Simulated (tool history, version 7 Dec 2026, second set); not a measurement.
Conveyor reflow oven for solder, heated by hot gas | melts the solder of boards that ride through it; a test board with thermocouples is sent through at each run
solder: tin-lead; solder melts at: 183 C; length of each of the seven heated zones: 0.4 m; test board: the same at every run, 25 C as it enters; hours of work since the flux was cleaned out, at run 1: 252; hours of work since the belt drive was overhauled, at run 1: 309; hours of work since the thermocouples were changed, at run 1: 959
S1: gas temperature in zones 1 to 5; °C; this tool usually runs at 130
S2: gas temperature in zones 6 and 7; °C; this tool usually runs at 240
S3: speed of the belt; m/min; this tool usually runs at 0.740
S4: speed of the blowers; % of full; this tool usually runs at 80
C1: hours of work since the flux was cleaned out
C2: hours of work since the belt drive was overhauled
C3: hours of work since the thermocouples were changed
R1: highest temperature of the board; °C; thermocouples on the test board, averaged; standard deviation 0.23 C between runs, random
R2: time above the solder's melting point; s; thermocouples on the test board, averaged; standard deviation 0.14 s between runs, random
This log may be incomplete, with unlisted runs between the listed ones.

| run | hour | S1 | S2 | S3 | S4 | C1 | C2 | C3 | R1 | R2 |
|---|---|---|---|---|---|---|---|---|---|---|
| 1 | 0.0 | 130 | 240 | 0.740 | 80 | 252 | 309 | 959 | 222.8 | 50.3 |
| 2 | 57.4 | 130 | 240 | 0.740 | 80 | 281 | 338 | 988 | 222.5 | 50.0 |
| 3 | 122.6 | 130 | 240 | 0.740 | 80 | 314 | 372 | 1022 | 222.4 | 49.9 |
| 4 | 182.1 | 130 | 240 | 0.740 | 80 | 345 | 402 | 1052 | 221.6 | 49.9 |
|  | 226.7 | thermocouples of zones 6 and 7 changed |
| 5 | 232.9 | 130 | 240 | 0.740 | 80 | 370 | 427 | 3 | 222.7 | 50.3 |
| 6 | 276.8 | 130 | 240 | 0.740 | 80 | 392 | 449 | 26 | 223.0 | 50.6 |
| 7 | 316.6 | 130 | 240 | 0.740 | 80 | 413 | 470 | 46 | 222.6 | 50.5 |
|  | 331.4 | flux residue cleaned out of gas plates and filters |
| 8 | 404.9 | 130 | 240 | 0.740 | 80 | 38 | 512 | 89 | 225.3 | 51.8 |
|  | 415.9 | belt drive overhauled, speed set with a stopwatch |
| 9 | 469.6 | 130 | 240 | 0.740 | 80 | 69 | 27 | 120 | 224.7 | 52.6 |
| 10 | 550.8 | 130 | 240 | 0.740 | 80 | 110 | 69 | 161 | 225.1 | 52.2 |
| 11 | 593.0 | 130 | 240 | 0.740 | 80 | 132 | 91 | 183 | 224.5 | 52.2 |
| 12 | 667.2 | 125 | 240 | 0.740 | 80 | 170 | 128 | 221 | 223.5 | 50.2 |
|  | 676.5 | belt drive overhauled, speed set with a stopwatch, once more |
| 13 | 739.4 | 130 | 240 | 0.740 | 63 | 205 | 32 | 255 | 218.0 | 46.4 |
| 14 | 815.7 | 130 | 240 | 0.740 | 63 | 243 | 71 | 294 | 218.0 | 46.4 |
| 15 | 855.5 | 130 | 240 | 0.740 | 63 | 264 | 92 | 315 | 217.4 | 46.2 |
| 16 | 914.0 | 130 | 240 | 0.740 | 63 | 294 | 121 | 345 | 217.5 | 46.0 |
| 17 | 970.2 | 130 | 240 | 0.740 | 63 | 322 | 150 | 373 | 217.5 | 45.7 |
| 18 | 1014.0 | 130 | 240 | 0.740 | 69 | 345 | 173 | 396 | 219.2 | 47.5 |
| 19 | 1073.4 | 130 | 230 | 0.740 | 80 | 375 | 203 | 426 | 213.0 | 44.0 |
| 20 | 1115.1 | 126 | 240 | 0.740 | 88 | 397 | 224 | 447 | 222.8 | 49.5 |
|  | 1160.8 | flux residue cleaned out of gas plates and filters |
| 21 | 1172.2 | 126 | 240 | 0.740 | 88 | 6 | 251 | 474 | 226.0 | 51.3 |
| 22 | 1236.5 | 125 | 240 | 0.740 | 80 | 39 | 284 | 507 | 223.3 | 49.7 |
| 23 | 1301.0 | 140 | 238 | 0.639 | 71 | 72 | 317 | 540 | 225.7 | 63.9 |
| 24 | 1349.4 | 137 | 253 | 0.845 | 54 | 96 | 341 | 565 | 222.1 | 44.0 |
| 25 | 1426.6 | 130 | 240 | 0.740 | 80 | 136 | 381 | 604 | 223.6 | 51.1 |
| 26 | 1495.4 | 130 | 240 | 0.740 | 80 | 171 | 416 | 639 | 223.0 | 50.6 |
| 27 | 1576.7 | 130 | 240 | 0.740 | 80 | 213 | 458 | 681 | 223.0 | 50.8 |
| 28 | 1613.4 | 125 | 242 | 0.740 | 78 | 231 | 476 | 700 | 222.7 | 49.4 |
| 29 | 1652.3 | 130 | 243 | 0.740 | 55 | 251 | 496 | 720 | 217.3 | 45.6 |
| 30 | 1724.9 | 142 | 236 | 0.740 | 56 | 288 | 533 | 757 | 214.9 | 47.2 |
| 31 | 1786.2 | 142 | 236 | 0.740 | 56 | 320 | 565 | 788 | 214.1 | 47.2 |

Selected run-to-run steps in R1, each split into two signed amounts: the part the tool would show with no hidden state at all (from settings, incoming material and random variation), and the remainder, which goes to the hidden state together with any gauge scatter not common to the measured and the hidden-state-free results:
What the log doesn't record here: heat that the gas passes to the board, % of a clean oven's; belt's true speed, % of the reading; true gas temperature in zones 6 and 7 over the reading, C; drift of the gauge itself on peak_c, C; drift of the gauge itself on liquid_s, %.
Run 4 -> 5: thermocouples of zones 6 and 7 changed. R1 +1.1 °C: hidden state +1.3, all else -0.2.
Run 7 -> 8: flux residue cleaned out of gas plates and filters. R1 +2.7 °C: hidden state +2.3, all else +0.4.
Run 12 -> 13: S1 125 -> 130, S4 80 -> 63, belt drive overhauled, speed set with a stopwatch, once more. R1 -5.5 °C: hidden state -0.8, all else -4.7.
Run 18 -> 19: S2 240 -> 230, S4 69 -> 80. R1 -6.2 °C: hidden state -0.1, all else -6.1.
Run 19 -> 20: S1 130 -> 126, S2 230 -> 240, S4 80 -> 88. R1 +9.8 °C: hidden state -0.6, all else +10.4.
Run 20 -> 21: flux residue cleaned out of gas plates and filters. R1 +3.2 °C: hidden state +3.1, all else +0.1.
